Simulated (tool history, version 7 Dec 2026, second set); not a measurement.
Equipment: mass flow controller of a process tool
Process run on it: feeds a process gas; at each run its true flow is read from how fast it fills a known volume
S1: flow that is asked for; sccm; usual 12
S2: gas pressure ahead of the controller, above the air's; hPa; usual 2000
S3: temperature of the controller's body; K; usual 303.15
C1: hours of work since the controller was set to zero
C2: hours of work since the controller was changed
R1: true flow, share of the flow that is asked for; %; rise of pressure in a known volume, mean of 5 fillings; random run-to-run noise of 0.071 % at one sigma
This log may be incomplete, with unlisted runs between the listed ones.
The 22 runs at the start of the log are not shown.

{"run": 23, "hour": 1587.8, "S1": 12, "S2": 2000, "S3": 299.15, "C1": 178, "C2": 3934, "R1": 97.11}
{"run": 24, "hour": 1681.4, "S1": 12, "S2": 2440, "S3": 303.15, "C1": 247, "C2": 4003, "R1": 97.5}
{"run": 25, "hour": 1749.1, "S1": 5, "S2": 2000, "S3": 303.15, "C1": 298, "C2": 4053, "R1": 94.81}
{"run": 26, "hour": 1792.6, "S1": 5, "S2": 2000, "S3": 303.15, "C1": 330, "C2": 4085, "R1": 94.81}
{"run": 27, "hour": 1858.6, "S1": 5, "S2": 2000, "S3": 296.15, "C1": 379, "C2": 4134, "R1": 94.35}
{"hour": 1878.6, "done": "controller's zero set anew, once more"}
{"run": 28, "hour": 1958.2, "S1": 10, "S2": 2210, "S3": 303.15, "C1": 59, "C2": 4208, "R1": 98.36}
{"run": 29, "hour": 2006.1, "S1": 10, "S2": 2210, "S3": 303.15, "C1": 95, "C2": 4243, "R1": 98.41}
{"run": 30, "hour": 2061.3, "S1": 10, "S2": 2210, "S3": 303.15, "C1": 135, "C2": 4284, "R1": 98.37}
{"run": 31, "hour": 2132.2, "S1": 7, "S2": 2210, "S3": 303.15, "C1": 188, "C2": 4337, "R1": 98.07}
{"run": 32, "hour": 2226.2, "S1": 7, "S2": 2210, "S3": 303.15, "C1": 258, "C2": 4407, "R1": 98.1}
{"run": 33, "hour": 2297.2, "S1": 19, "S2": 1520, "S3": 310.15, "C1": 310, "C2": 4459, "R1": 99.04}
{"run": 34, "hour": 2370.5, "S1": 19, "S2": 1520, "S3": 310.15, "C1": 365, "C2": 4514, "R1": 99.09}
{"run": 35, "hour": 2416.5, "S1": 7, "S2": 1490, "S3": 297.15, "C1": 399, "C2": 4548, "R1": 97.24}
{"run": 36, "hour": 2497.8, "S1": 7, "S2": 1490, "S3": 297.15, "C1": 459, "C2": 4608, "R1": 97.36}
{"run": 37, "hour": 2586.4, "S1": 16, "S2": 2000, "S3": 305.15, "C1": 525, "C2": 4674, "R1": 98.81}

Run 38 comes next. What will it give?
{"run": 38, "hour": 2645.5, "S1": 16, "S2": 2000, "S3": 305.15, "C1": 569, "C2": 4717, "R1": "?"}

R1: 98.92 %
The same run, on a tool lacking any hidden state, would have yielded R1 100.05 %.

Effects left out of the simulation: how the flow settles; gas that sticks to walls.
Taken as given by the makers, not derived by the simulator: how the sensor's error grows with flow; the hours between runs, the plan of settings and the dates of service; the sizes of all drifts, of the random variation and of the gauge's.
